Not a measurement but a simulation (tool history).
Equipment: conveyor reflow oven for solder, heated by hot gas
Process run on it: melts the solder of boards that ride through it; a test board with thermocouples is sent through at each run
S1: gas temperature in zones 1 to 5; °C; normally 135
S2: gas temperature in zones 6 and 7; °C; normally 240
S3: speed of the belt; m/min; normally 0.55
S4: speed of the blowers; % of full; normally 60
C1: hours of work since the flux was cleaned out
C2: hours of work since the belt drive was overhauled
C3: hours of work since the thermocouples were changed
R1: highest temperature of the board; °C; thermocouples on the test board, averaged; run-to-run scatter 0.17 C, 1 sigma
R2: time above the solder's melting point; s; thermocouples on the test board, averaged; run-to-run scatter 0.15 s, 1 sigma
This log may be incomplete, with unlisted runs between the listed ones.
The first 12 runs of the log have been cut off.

run	hour	S1	S2	S3	S4	C1	C2	C3	R1	R2
13	127.1	135	240	0.55	60	285	332	265	217.2	55.5
14	138.5	135	240	0.55	60	291	337	270	217.1	55.6
15	145.7	135	240	0.55	60	294	341	274	217.3	55.4
16	157	135	240	0.55	60	299	346	279	217.1	55.4
17	167.7	135	240	0.463	60	304	351	284	223.2	73
18	174	135	240	0.463	56	307	354	287	222.2	71.8
# hour 181.2: flux residue cleaned out of gas plates and filters
19	192.9	135	240	0.518	75	5	360	293	224.8	66
20	205.6	135	240	0.518	75	11	366	299	224.2	65.9

Run 21 comes next. What will it give?
21	216.7	135	242	0.446	60	16	371	304	?	?

R1: 227.8 °C
R2: 79.3 s
With no hidden state in the tool, this same run would have given R1 227.9 °C, R2 78.7 s.
